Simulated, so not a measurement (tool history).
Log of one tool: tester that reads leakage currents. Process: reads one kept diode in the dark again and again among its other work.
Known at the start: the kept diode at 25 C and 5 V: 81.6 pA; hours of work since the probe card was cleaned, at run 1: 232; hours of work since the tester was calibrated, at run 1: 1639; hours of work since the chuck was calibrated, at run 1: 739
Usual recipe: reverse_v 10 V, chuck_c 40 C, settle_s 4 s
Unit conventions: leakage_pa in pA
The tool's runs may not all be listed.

run     day  reverse_v  chuck_c  settle_s  hours of work since the probe card was cleaned  hours of work since the tester was calibrated  hours of work since the chuck was calibrated  leakage_pa
  1       0         10       40         4                                             232                                           1639                                           739      506.87
  2   3.692         10       52         4                                             281                                           1687                                           788     1385.08
  3   6.042         10       52         4                                             312                                           1718                                           819     1388.69
  4   9.275         10       52         4                                             354                                           1761                                           861     1392.94
  5  13.696         10       52         4                                             412                                           1819                                           919     1394.65
  6  16.096         10       52         4                                             444                                           1850                                           951     1403.21
  7  19.325         10       52         4                                             486                                           1892                                           993     1394.35
  8  22.025         10       52         4                                             522                                           1928                                          1029     1402.51
  9  25.508         10       52         4                                             567                                           1974                                          1074     1408.86
 10  28.825         10       52      1.29                                             611                                           2017                                          1118     1404.58
 11  31.812         10       52      1.29                                             650                                           2056                                          1157      1419.2
 12  35.533        7.5       40         4                                             699                                           2105                                          1206      439.19
 13   39.15        7.5       40         4                                             746                                           2153                                          1253      443.52
 14  43.367         10       40      6.19                                             802                                           2208                                          1309      521.47
 15  45.621         10       23      6.19                                             831                                           2238                                          1338       115.9
 16  48.862       11.7       40         4                                             874                                           2280                                          1381      575.06
 17  51.438         10       40         4                                             908                                           2314                                          1415      528.78
 18  56.071         10       40         4                                             969                                           2375                                          1476      528.36
 19  59.504         10       40         4                                            1014                                           2420                                          1521      532.22
 20  61.617         10       40      0.42                                            1041                                           2448                                          1548      536.59
 21  65.292         10       40      0.42                                            1090                                           2496                                          1597      537.93
 22  68.658        2.5       40      0.31                                            1134                                           2540                                          1641      239.68

Estimate the outcome of run 23 from the log above:
     71.529  -- probe card cleaned and baked
 23  73.042        2.5       40      0.31                                              20                                           2596                                          1697           ?

{"run 23": {"leakage_pa": 238.44}}
Minus the tool's unlogged condition, the same run would have read leakage_pa 219.06 pA.
